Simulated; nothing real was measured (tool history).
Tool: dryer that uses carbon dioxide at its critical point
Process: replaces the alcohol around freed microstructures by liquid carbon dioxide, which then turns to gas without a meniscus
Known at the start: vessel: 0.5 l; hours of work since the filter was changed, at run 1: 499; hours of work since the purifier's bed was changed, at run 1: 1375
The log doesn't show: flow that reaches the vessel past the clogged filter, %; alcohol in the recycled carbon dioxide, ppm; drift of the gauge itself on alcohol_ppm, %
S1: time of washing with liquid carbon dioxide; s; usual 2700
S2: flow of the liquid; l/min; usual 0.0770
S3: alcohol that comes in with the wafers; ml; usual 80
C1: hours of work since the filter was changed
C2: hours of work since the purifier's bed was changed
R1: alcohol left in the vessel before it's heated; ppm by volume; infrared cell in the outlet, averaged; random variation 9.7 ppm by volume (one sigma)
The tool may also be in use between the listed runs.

run 1 day=0.000 | S1=2700 S2=0.0770 S3=80 | C1=499 C2=1375 | R1=1005
run 2 day=2.308 | S1=2700 S2=0.1043 S3=80 | C1=528 C2=1404 | R1=354
run 3 day=4.108 | S1=2700 S2=0.1043 S3=80 | C1=551 C2=1427 | R1=374
-- day=5.321 inlet filter changed
-- day=5.446 purifier's bed changed
run 4 day=6.638 | S1=2700 S2=0.0770 S3=80 | C1=15 C2=15 | R1=584
run 5 day=8.808 | S1=2700 S2=0.0770 S3=32 | C1=42 C2=42 | R1=241
run 6 day=11.671 | S1=2700 S2=0.0770 S3=32 | C1=79 C2=79 | R1=252
run 7 day=13.267 | S1=2700 S2=0.0770 S3=32 | C1=99 C2=99 | R1=267
run 8 day=14.879 | S1=2700 S2=0.0770 S3=32 | C1=119 C2=119 | R1=269
run 9 day=16.462 | S1=2700 S2=0.0770 S3=80 | C1=139 C2=139 | R1=658
run 10 day=18.767 | S1=2700 S2=0.1100 S3=80 | C1=168 C2=168 | R1=87
run 11 day=20.229 | S1=2700 S2=0.1100 S3=80 | C1=187 C2=187 | R1=84
run 12 day=22.467 | S1=2700 S2=0.1208 S3=27 | C1=215 C2=215 | R1=52
run 13 day=24.558 | S1=3120 S2=0.0770 S3=80 | C1=241 C2=241 | R1=322
run 14 day=27.167 | S1=3120 S2=0.0696 S3=28 | C1=274 C2=274 | R1=248
run 15 day=28.775 | S1=3120 S2=0.0532 S3=65 | C1=295 C2=295 | R1=1943
run 16 day=30.821 | S1=2280 S2=0.0873 S3=25 | C1=320 C2=320 | R1=333
run 17 day=32.846 | S1=2280 S2=0.0959 S3=105 | C1=346 C2=346 | R1=713
run 18 day=35.146 | S1=2580 S2=0.0959 S3=105 | C1=375 C2=375 | R1=377
run 19 day=37.500 | S1=4140 S2=0.0959 S3=24 | C1=405 C2=405 | R1=91
run 20 day=38.692 | S1=4140 S2=0.0959 S3=24 | C1=420 C2=420 | R1=86
run 21 day=39.996 | S1=3360 S2=0.0959 S3=97 | C1=436 C2=436 | R1=128

3 ways to go on from here, each from the tool as it stands after run 21. What would each give?
run A day=42.179 | S1=3600 S2=0.0891 S3=33 | C1=464 C2=464 | R1=?
run B day=42.179 | S1=3900 S2=0.1205 S3=64 | C1=464 C2=464 | R1=?
run C day=42.179 | S1=3660 S2=0.0770 S3=33 | C1=464 C2=464 | R1=?

run=A R1=117
run=B R1=85
run=C R1=138
Without the tool's hidden state the same runs would have given:
run=A R1=20
run=B R1=0
run=C R1=30
